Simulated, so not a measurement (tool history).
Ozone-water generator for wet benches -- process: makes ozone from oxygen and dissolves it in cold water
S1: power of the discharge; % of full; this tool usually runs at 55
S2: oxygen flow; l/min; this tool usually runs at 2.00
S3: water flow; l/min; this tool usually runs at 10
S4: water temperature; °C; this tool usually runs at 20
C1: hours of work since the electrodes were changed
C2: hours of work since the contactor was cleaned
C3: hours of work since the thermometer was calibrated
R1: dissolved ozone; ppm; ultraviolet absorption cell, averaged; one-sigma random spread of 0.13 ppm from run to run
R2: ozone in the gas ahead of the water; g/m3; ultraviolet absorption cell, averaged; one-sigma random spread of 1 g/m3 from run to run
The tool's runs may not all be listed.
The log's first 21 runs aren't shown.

run,hour,S1,S2,S3,S4,C1,C2,C3,R1,R2
22,1357.9,43,2.91,7,17,2975,1135,3603,16.6,124.1
23,1422.5,43,2.91,14,18,3017,1178,3646,10.0,124.5
24,1495.5,47,2.68,10,13,3066,1226,3694,14.9,141.3
25,1541.4,47,2.68,10,13,3096,1257,3725,15.0,139.5
26,1604.2,47,2.68,10,13,3138,1298,3766,15.1,140.6
27,1660.3,47,2.68,10,13,3175,1335,3803,15.1,142.0
28,1739.4,78,2.26,10,13,3227,1387,3855,23.0,235.8
29,1801.8,71,1.19,13,24,3268,1429,3897,13.0,294.8
30,1880.9,46,3.09,14,24,3320,1481,3949,9.8,131.5

Consider 3 possible next runs. They are alternatives, not a sequence: every one starts from the tool as it was left by run 30. What does each give?
A,1953.8,44,3.09,14,24,3368,1529,3997,?,?
B,1953.8,55,2.00,10,13,3368,1529,3997,?,?
C,1953.8,46,1.25,14,24,3368,1529,3997,?,?

run,R1,R2
A,9.5,126.5
B,16.5,186.9
C,8.4,196.3
Had the tool no hidden state, the same runs would have come out as:
run,R1,R2
A,9.5,124.7
B,16.5,184.2
C,8.4,193.5
